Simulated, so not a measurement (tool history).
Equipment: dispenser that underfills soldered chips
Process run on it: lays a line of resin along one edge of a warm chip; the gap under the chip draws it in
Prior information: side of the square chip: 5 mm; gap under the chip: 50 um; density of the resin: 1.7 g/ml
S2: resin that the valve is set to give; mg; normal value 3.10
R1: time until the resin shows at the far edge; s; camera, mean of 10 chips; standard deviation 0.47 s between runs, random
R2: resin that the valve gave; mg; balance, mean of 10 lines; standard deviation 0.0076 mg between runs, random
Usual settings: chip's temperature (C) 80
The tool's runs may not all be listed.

Run 1, hour 0.0: usual settings. Result: R1 47.8 s, R2 3.085 mg.
At hour 2.0: new syringe of resin.
Run 2, hour 3.0: usual settings. Result: R1 36.3 s, R2 3.083 mg.
Run 3, hour 7.6: usual settings. Result: R1 41.2 s, R2 3.083 mg.
Run 4, hour 13.9: usual settings. Result: R1 47.0 s, R2 3.070 mg.
At hour 14.9: new syringe of resin.
Run 5, hour 17.3: usual settings. Result: R1 37.3 s, R2 3.068 mg.
Run 6, hour 21.7: usual settings but S2 3.62 mg. Result: R1 40.2 s, R2 3.575 mg.
At hour 28.1: new syringe of resin.
Run 7, hour 28.1: usual settings but S2 3.62 mg. Result: R1 34.9 s, R2 3.572 mg.
Run 8, hour 31.4: usual settings but chip's temperature (C) 94. Result: R1 22.2 s, R2 3.044 mg.
Run 9, hour 37.3: usual settings but chip's temperature (C) 94. Result: R1 26.1 s, R2 3.050 mg.
Run 10, hour 40.5: usual settings but chip's temperature (C) 87, S2 3.19 mg. Result: R1 36.3 s, R2 3.125 mg.
At hour 41.1: new syringe of resin.
Run 11, hour 44.7: usual settings but chip's temperature (C) 77, S2 2.98 mg. Result: R1 43.6 s, R2 2.916 mg.
Run 12, hour 47.6: usual settings but chip's temperature (C) 75, S2 3.80 mg. Result: R1 49.2 s, R2 3.715 mg.
At hour 49.1: dispensing valve cleaned and set on the balance.
Run 13, hour 53.9: usual settings but chip's temperature (C) 76, S2 3.85 mg. Result: R1 52.8 s, R2 3.835 mg.
At hour 55.2: new syringe of resin.
Run 14, hour 59.2: usual settings but chip's temperature (C) 86, S2 3.85 mg. Result: R1 30.7 s, R2 3.832 mg.
Run 15, hour 62.2: usual settings but chip's temperature (C) 86, S2 3.13 mg. Result: R1 32.8 s, R2 3.118 mg.
Run 16, hour 66.6: usual settings but chip's temperature (C) 86, S2 3.13 mg. Result: R1 37.4 s, R2 3.110 mg.
At hour 68.3: new syringe of resin.
Run 17, hour 72.2: usual settings but chip's temperature (C) 86, S2 3.13 mg. Result: R1 30.5 s, R2 3.107 mg.

Each row is a separate what-if for the run after 17, all from the same tool condition, not one after another. Results?
Run A, hour 75.4: usual settings but S2 3.30 mg. Result: R1 ?, R2 ?.
Run B, hour 75.4: usual settings but chip's temperature (C) 85, S2 3.78 mg. Result: R1 ?, R2 ?.
Run C, hour 75.4: usual settings but chip's temperature (C) 69, S2 2.90 mg. Result: R1 ?, R2 ?.
Run D, hour 75.4: usual settings but chip's temperature (C) 91, S2 2.98 mg. Result: R1 ?, R2 ?.

run    R1     R2
  A  40.6  3.267
  B  32.9  3.740
  C  68.1  2.858
  D  27.1  2.961
Without the tool's hidden state the same runs would have given:
run    R1     R2
  A  35.4  3.298
  B  28.7  3.776
  C  59.2  2.886
  D  23.5  2.989
